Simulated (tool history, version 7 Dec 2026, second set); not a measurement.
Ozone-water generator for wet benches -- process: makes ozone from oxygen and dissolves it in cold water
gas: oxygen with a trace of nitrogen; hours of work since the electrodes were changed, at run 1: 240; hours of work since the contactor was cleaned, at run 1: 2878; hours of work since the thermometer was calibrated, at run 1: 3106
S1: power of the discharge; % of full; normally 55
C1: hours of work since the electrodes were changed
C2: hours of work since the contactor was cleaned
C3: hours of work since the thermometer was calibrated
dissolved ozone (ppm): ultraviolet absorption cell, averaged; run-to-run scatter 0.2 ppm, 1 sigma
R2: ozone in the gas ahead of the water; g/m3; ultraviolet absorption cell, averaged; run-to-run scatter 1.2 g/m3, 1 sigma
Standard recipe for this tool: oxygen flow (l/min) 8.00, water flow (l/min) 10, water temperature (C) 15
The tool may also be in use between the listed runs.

{"run": 1, "hour": 0.0, "S1": 55, "oxygen flow (l/min)": 8.0, "water flow (l/min)": 10, "water temperature (C)": 15, "C1": 240, "C2": 2878, "C3": 3106, "dissolved ozone (ppm)": 29.3, "R2": 217.4}
{"run": 2, "hour": 26.8, "S1": 55, "oxygen flow (l/min)": 8.0, "water flow (l/min)": 10, "water temperature (C)": 15, "C1": 257, "C2": 2894, "C3": 3123, "dissolved ozone (ppm)": 29.1, "R2": 218.3}
{"run": 3, "hour": 58.3, "S1": 55, "oxygen flow (l/min)": 8.0, "water flow (l/min)": 13, "water temperature (C)": 15, "C1": 276, "C2": 2914, "C3": 3142, "dissolved ozone (ppm)": 23.5, "R2": 218.5}
{"run": 4, "hour": 88.0, "S1": 55, "oxygen flow (l/min)": 8.0, "water flow (l/min)": 8, "water temperature (C)": 15, "C1": 295, "C2": 2933, "C3": 3161, "dissolved ozone (ppm)": 34.6, "R2": 218.1}
{"run": 5, "hour": 120.7, "S1": 55, "oxygen flow (l/min)": 8.0, "water flow (l/min)": 8, "water temperature (C)": 15, "C1": 316, "C2": 2953, "C3": 3181, "dissolved ozone (ppm)": 34.9, "R2": 216.7}
{"run": 6, "hour": 138.4, "S1": 45, "oxygen flow (l/min)": 8.0, "water flow (l/min)": 10, "water temperature (C)": 15, "C1": 327, "C2": 2965, "C3": 3193, "dissolved ozone (ppm)": 25.9, "R2": 188.9}
{"run": 7, "hour": 159.8, "S1": 45, "oxygen flow (l/min)": 8.0, "water flow (l/min)": 10, "water temperature (C)": 15, "C1": 340, "C2": 2978, "C3": 3206, "dissolved ozone (ppm)": 25.3, "R2": 189.0}
{"run": 8, "hour": 191.9, "S1": 45, "oxygen flow (l/min)": 8.0, "water flow (l/min)": 10, "water temperature (C)": 15, "C1": 360, "C2": 2998, "C3": 3226, "dissolved ozone (ppm)": 25.8, "R2": 188.3}
{"run": 9, "hour": 221.5, "S1": 45, "oxygen flow (l/min)": 8.0, "water flow (l/min)": 10, "water temperature (C)": 15, "C1": 379, "C2": 3017, "C3": 3245, "dissolved ozone (ppm)": 25.7, "R2": 186.4}
{"run": 10, "hour": 256.3, "S1": 55, "oxygen flow (l/min)": 8.0, "water flow (l/min)": 10, "water temperature (C)": 17, "C1": 401, "C2": 3039, "C3": 3267, "dissolved ozone (ppm)": 27.9, "R2": 211.2}
{"run": 11, "hour": 282.4, "S1": 55, "oxygen flow (l/min)": 8.0, "water flow (l/min)": 10, "water temperature (C)": 17, "C1": 417, "C2": 3055, "C3": 3283, "dissolved ozone (ppm)": 28.1, "R2": 213.8}
{"run": 12, "hour": 312.5, "S1": 55, "oxygen flow (l/min)": 8.0, "water flow (l/min)": 9, "water temperature (C)": 17, "C1": 436, "C2": 3074, "C3": 3302, "dissolved ozone (ppm)": 30.3, "R2": 212.5}
{"run": 13, "hour": 350.1, "S1": 55, "oxygen flow (l/min)": 8.0, "water flow (l/min)": 9, "water temperature (C)": 17, "C1": 460, "C2": 3097, "C3": 3326, "dissolved ozone (ppm)": 30.1, "R2": 212.5}
{"run": 14, "hour": 370.8, "S1": 55, "oxygen flow (l/min)": 8.0, "water flow (l/min)": 9, "water temperature (C)": 17, "C1": 473, "C2": 3110, "C3": 3339, "dissolved ozone (ppm)": 30.2, "R2": 212.7}
{"run": 15, "hour": 407.6, "S1": 55, "oxygen flow (l/min)": 8.0, "water flow (l/min)": 10, "water temperature (C)": 15, "C1": 496, "C2": 3134, "C3": 3362, "dissolved ozone (ppm)": 29.1, "R2": 212.8}
{"run": 16, "hour": 432.3, "S1": 55, "oxygen flow (l/min)": 11.87, "water flow (l/min)": 10, "water temperature (C)": 15, "C1": 511, "C2": 3149, "C3": 3377, "dissolved ozone (ppm)": 25.3, "R2": 165.3}
{"hour": 435.5, "done": "gauge calibrated"}
{"run": 17, "hour": 457.8, "S1": 55, "oxygen flow (l/min)": 11.87, "water flow (l/min)": 10, "water temperature (C)": 15, "C1": 527, "C2": 3165, "C3": 3393, "dissolved ozone (ppm)": 25.5, "R2": 167.5}
{"run": 18, "hour": 473.4, "S1": 44, "oxygen flow (l/min)": 4.16, "water flow (l/min)": 12, "water temperature (C)": 15, "C1": 537, "C2": 3175, "C3": 3403, "dissolved ozone (ppm)": 25.1, "R2": 280.8}
{"run": 19, "hour": 501.1, "S1": 44, "oxygen flow (l/min)": 5.0, "water flow (l/min)": 7, "water temperature (C)": 15, "C1": 554, "C2": 3192, "C3": 3420, "dissolved ozone (ppm)": 38.1, "R2": 252.5}
{"run": 20, "hour": 524.4, "S1": 72, "oxygen flow (l/min)": 9.62, "water flow (l/min)": 7, "water temperature (C)": 7, "C1": 569, "C2": 3207, "C3": 3435, "dissolved ozone (ppm)": 51.2, "R2": 230.0}
{"run": 21, "hour": 553.8, "S1": 56, "oxygen flow (l/min)": 9.87, "water flow (l/min)": 10, "water temperature (C)": 15, "C1": 588, "C2": 3225, "C3": 3453, "dissolved ozone (ppm)": 27.5, "R2": 191.3}
{"run": 22, "hour": 590.2, "S1": 84, "oxygen flow (l/min)": 4.96, "water flow (l/min)": 6, "water temperature (C)": 7, "C1": 610, "C2": 3248, "C3": 3476, "dissolved ozone (ppm)": 78.2, "R2": 385.7}
{"run": 23, "hour": 619.7, "S1": 47, "oxygen flow (l/min)": 11.69, "water flow (l/min)": 12, "water temperature (C)": 15, "C1": 629, "C2": 3267, "C3": 3495, "dissolved ozone (ppm)": 20.2, "R2": 151.9}
{"run": 24, "hour": 646.9, "S1": 49, "oxygen flow (l/min)": 4.78, "water flow (l/min)": 8, "water temperature (C)": 19, "C1": 646, "C2": 3284, "C3": 3512, "dissolved ozone (ppm)": 34.7, "R2": 273.7}
{"run": 25, "hour": 683.4, "S1": 49, "oxygen flow (l/min)": 4.3, "water flow (l/min)": 8, "water temperature (C)": 19, "C1": 669, "C2": 3307, "C3": 3535, "dissolved ozone (ppm)": 35.8, "R2": 293.1}
{"run": 26, "hour": 708.8, "S1": 48, "oxygen flow (l/min)": 10.58, "water flow (l/min)": 11, "water temperature (C)": 12, "C1": 685, "C2": 3323, "C3": 3551, "dissolved ozone (ppm)": 24.2, "R2": 166.1}
{"run": 27, "hour": 729.5, "S1": 55, "oxygen flow (l/min)": 8.0, "water flow (l/min)": 10, "water temperature (C)": 9, "C1": 698, "C2": 3336, "C3": 3564, "dissolved ozone (ppm)": 33.5, "R2": 213.1}
{"run": 28, "hour": 745.5, "S1": 90, "oxygen flow (l/min)": 4.53, "water flow (l/min)": 10, "water temperature (C)": 19, "C1": 708, "C2": 3346, "C3": 3574, "dissolved ozone (ppm)": 43.5, "R2": 425.8}
{"run": 29, "hour": 770.8, "S1": 51, "oxygen flow (l/min)": 8.37, "water flow (l/min)": 10, "water temperature (C)": 15, "C1": 724, "C2": 3362, "C3": 3590, "dissolved ozone (ppm)": 27.2, "R2": 196.3}
{"run": 30, "hour": 809.0, "S1": 95, "oxygen flow (l/min)": 6.55, "water flow (l/min)": 10, "water temperature (C)": 7, "C1": 748, "C2": 3386, "C3": 3614, "dissolved ozone (ppm)": 51.8, "R2": 347.6}
{"run": 31, "hour": 824.7, "S1": 52, "oxygen flow (l/min)": 14.04, "water flow (l/min)": 7, "water temperature (C)": 19, "C1": 758, "C2": 3396, "C3": 3624, "dissolved ozone (ppm)": 25.8, "R2": 141.5}
{"run": 32, "hour": 861.0, "S1": 55, "oxygen flow (l/min)": 8.0, "water flow (l/min)": 10, "water temperature (C)": 7, "C1": 781, "C2": 3418, "C3": 3646, "dissolved ozone (ppm)": 34.9, "R2": 211.5}

Below, each run's measurement less what the same run would have read without the hidden state. Both values contain the same run-to-run variation, but the gauge's scatter may not be the same in both:
The tool's hidden condition here consists of: yield of the discharge, % of new electrodes'; contactor's efficiency, % of a clean one's; true water temperature over the reading, C; drift of the gauge itself on ozone_ppm, %; drift of the gauge itself on gas_g_m3, %.
run=1 R2=+0.0
run=2 R2=-0.4
run=3 R2=-0.8
run=4 R2=-1.3
run=5 R2=-1.7
run=6 R2=-1.7
run=7 R2=-1.9
run=8 R2=-2.4
run=9 R2=-2.7
run=10 R2=-3.5
run=11 R2=-3.9
run=12 R2=-4.3
run=13 R2=-4.9
run=14 R2=-5.1
run=15 R2=-5.6
run=16 R2=-4.6
run=17 R2=-0.2
run=18 R2=-0.7
run=19 R2=-1.0
run=20 R2=-1.3
run=21 R2=-1.4
run=22 R2=-3.9
run=23 R2=-1.8
run=24 R2=-3.8
run=25 R2=-4.7
run=26 R2=-2.9
run=27 R2=-4.1
run=28 R2=-8.6
run=29 R2=-4.3
run=30 R2=-8.5
run=31 R2=-3.6
run=32 R2=-5.9
dissolved ozone (ppm) without the hidden state stays within 0.1 of what was measured, in all runs.
